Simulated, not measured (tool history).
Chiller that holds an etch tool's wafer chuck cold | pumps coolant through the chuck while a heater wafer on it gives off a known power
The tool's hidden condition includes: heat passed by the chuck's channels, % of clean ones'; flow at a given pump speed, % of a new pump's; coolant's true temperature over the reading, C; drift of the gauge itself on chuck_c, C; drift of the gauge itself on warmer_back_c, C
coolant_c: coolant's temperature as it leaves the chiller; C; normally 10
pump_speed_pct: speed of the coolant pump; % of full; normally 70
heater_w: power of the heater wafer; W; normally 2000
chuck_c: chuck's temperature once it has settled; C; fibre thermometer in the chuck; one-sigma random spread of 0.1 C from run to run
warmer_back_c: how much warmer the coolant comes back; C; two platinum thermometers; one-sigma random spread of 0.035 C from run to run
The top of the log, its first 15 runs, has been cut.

run	hour	coolant_c	pump_speed_pct	heater_w	hours since the coolant was changed and the channels were flushed	hours since the pump was overhauled	hours since the chiller's thermometer was calibrated	chuck_c	warmer_back_c
16	1134	10	70	1386	1850	96	143	22.5	4.1
17	1191.3	20	70	2035	1907	154	200	38.2	6.1
18	1286.4	13	70	1055	2003	249	295	22.4	3.06
19	1365.5	13	70	1055	2082	328	374	22.7	3.1
20	1426.4	13	79	1055	2143	389	435	21.8	2.69
21	1486	13	79	1055	2202	448	495	21.9	2.78
22	1565.5	13	79	1055	2282	528	574	21.8	2.76
# hour 1602.5: coolant pump overhauled, once more
23	1644.1	13	79	1055	2355	42	648	21.8	2.7
24	1749.1	14	86	2345	2460	147	753	32.4	5.39
25	1850.3	12	70	1247	2561	248	854	23.5	3.61
26	1943.1	4	66	1462	2654	341	947	17.9	4.54
27	2003.8	4	66	1462	2715	401	1007	18	4.56
28	2052.5	4	66	1462	2764	450	1056	18	4.55
29	2098.2	4	75	1462	2809	496	1102	16.9	4
30	2174.7	10	70	1525	2886	572	1178	24	4.44
31	2247.6	10	70	1746	2959	645	1251	26.2	5.1

Each row is a separate what-if for the run after 31, all from the same tool condition, not one after another. Results?
A	2357.8	18	70	2740	3069	755	1361	?	?
B	2357.8	17	70	1417	3069	755	1361	?	?
C	2357.8	11	70	1746	3069	755	1361	?	?

run	chuck_c	warmer_back_c
A	43.4	7.97
B	30.4	4.16
C	27.3	5.13
Without the tool's unlogged condition, the same runs would have read:
run	chuck_c	warmer_back_c
A	40.7	7.88
B	29	4.12
C	25.6	5.07

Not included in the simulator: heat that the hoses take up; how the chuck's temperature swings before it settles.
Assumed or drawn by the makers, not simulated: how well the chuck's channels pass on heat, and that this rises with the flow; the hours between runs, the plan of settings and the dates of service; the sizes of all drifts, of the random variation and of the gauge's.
